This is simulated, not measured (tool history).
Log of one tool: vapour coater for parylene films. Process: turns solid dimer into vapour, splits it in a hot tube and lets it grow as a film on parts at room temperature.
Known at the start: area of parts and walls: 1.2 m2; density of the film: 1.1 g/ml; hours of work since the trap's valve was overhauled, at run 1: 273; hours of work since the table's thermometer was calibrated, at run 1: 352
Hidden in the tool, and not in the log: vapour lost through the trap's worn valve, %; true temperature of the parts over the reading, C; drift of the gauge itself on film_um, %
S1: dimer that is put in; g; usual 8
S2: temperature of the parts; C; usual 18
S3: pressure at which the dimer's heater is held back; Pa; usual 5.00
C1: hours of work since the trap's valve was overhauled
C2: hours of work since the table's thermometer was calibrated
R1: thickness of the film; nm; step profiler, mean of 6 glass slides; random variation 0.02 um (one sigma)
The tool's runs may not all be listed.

| run | hour | S1 | S2 | S3 | C1 | C2 | R1 |
|---|---|---|---|---|---|---|---|
| 1 | 0.0 | 8 | 18 | 5.00 | 273 | 352 | 4330 |
| 2 | 16.7 | 8 | 18 | 5.00 | 280 | 359 | 4320 |
| 3 | 33.7 | 8 | 18 | 5.00 | 288 | 366 | 4350 |
| 4 | 56.8 | 8 | 18 | 5.00 | 298 | 376 | 4300 |
| 5 | 87.1 | 3 | 18 | 5.00 | 311 | 390 | 1600 |
| 6 | 114.5 | 8 | 23 | 5.00 | 323 | 402 | 3520 |
| 7 | 137.9 | 7 | 18 | 5.00 | 333 | 412 | 3780 |
| 8 | 162.9 | 7 | 18 | 5.00 | 344 | 423 | 3750 |
| 9 | 197.0 | 8 | 18 | 5.00 | 359 | 438 | 4300 |
| 10 | 225.9 | 11 | 18 | 5.00 | 372 | 451 | 5870 |
| 11 | 249.2 | 11 | 18 | 5.00 | 382 | 461 | 5890 |
| 12 | 282.9 | 7 | 18 | 5.00 | 397 | 476 | 3730 |
| 13 | 309.5 | 7 | 18 | 5.09 | 408 | 487 | 3710 |
| 14 | 330.0 | 8 | 18 | 9.23 | 417 | 496 | 3700 |
| 15 | 344.6 | 8 | 18 | 9.23 | 424 | 503 | 3680 |
|  | 348.1 | table's thermometer calibrated |
| 16 | 376.4 | 8 | 18 | 9.23 | 437 | 12 | 3690 |
| 17 | 402.5 | 8 | 18 | 9.23 | 449 | 24 | 3680 |
| 18 | 419.9 | 8 | 18 | 9.23 | 456 | 31 | 3670 |
| 19 | 435.1 | 8 | 18 | 9.23 | 463 | 38 | 3700 |
|  | 458.8 | table's thermometer calibrated, once more |
| 20 | 458.8 | 4 | 18 | 5.00 | 473 | 0 | 2110 |
| 21 | 474.6 | 8 | 18 | 5.00 | 480 | 7 | 4170 |
| 22 | 504.5 | 8 | 18 | 5.00 | 493 | 20 | 4190 |
| 23 | 520.2 | 8 | 20 | 5.00 | 500 | 27 | 3870 |
| 24 | 536.3 | 4 | 17 | 2.73 | 507 | 34 | 2500 |
| 25 | 569.1 | 9 | 23 | 5.69 | 521 | 48 | 3740 |
| 26 | 585.7 | 9 | 23 | 5.69 | 529 | 56 | 3730 |
| 27 | 604.5 | 8 | 12 | 11.02 | 537 | 64 | 4400 |
| 28 | 625.9 | 9 | 10 | 5.00 | 546 | 73 | 6150 |
| 29 | 650.9 | 9 | 10 | 5.00 | 557 | 84 | 6180 |
| 30 | 667.3 | 8 | 13 | 2.43 | 564 | 91 | 5470 |
| 31 | 702.2 | 8 | 13 | 2.43 | 580 | 107 | 5450 |
| 32 | 726.8 | 6 | 23 | 5.00 | 591 | 117 | 2560 |
| 33 | 754.7 | 7 | 25 | 5.00 | 603 | 130 | 2740 |
| 34 | 769.2 | 7 | 25 | 5.00 | 609 | 136 | 2740 |
| 35 | 787.8 | 4 | 14 | 4.02 | 617 | 144 | 2520 |
| 36 | 823.2 | 8 | 14 | 6.30 | 633 | 160 | 4550 |
| 37 | 857.0 | 4 | 18 | 11.35 | 648 | 175 | 1700 |
| 38 | 882.6 | 4 | 18 | 11.35 | 659 | 186 | 1680 |
| 39 | 898.8 | 4 | 18 | 11.35 | 666 | 193 | 1700 |
| 40 | 916.2 | 11 | 20 | 5.34 | 674 | 201 | 5120 |
|  | 929.4 | trap's valve overhauled |
| 41 | 936.6 | 8 | 19 | 9.22 | 3 | 208 | 3760 |
| 42 | 963.8 | 8 | 19 | 9.22 | 15 | 220 | 3730 |
| 43 | 996.2 | 6 | 30 | 10.68 | 29 | 234 | 1760 |
| 44 | 1022.0 | 6 | 30 | 10.68 | 41 | 245 | 1770 |
| 45 | 1040.6 | 6 | 13 | 4.43 | 49 | 253 | 4200 |
| 46 | 1075.7 | 8 | 18 | 2.90 | 64 | 269 | 5020 |

Forecast each of these 3 alternatives for the next run:
| A | 1110.6 | 5 | 15 | 5.47 | 79 | 284 | ? |
| B | 1110.6 | 6 | 14 | 2.90 | 79 | 284 | ? |
| C | 1110.6 | 3 | 10 | 2.85 | 79 | 284 | ? |

| run | R1 |
|---|---|
| A | 3060 |
| B | 4380 |
| C | 2210 |
Without the tool's hidden state the same runs would have given:
| run | R1 |
|---|---|
| A | 3090 |
| B | 4430 |
| C | 2240 |
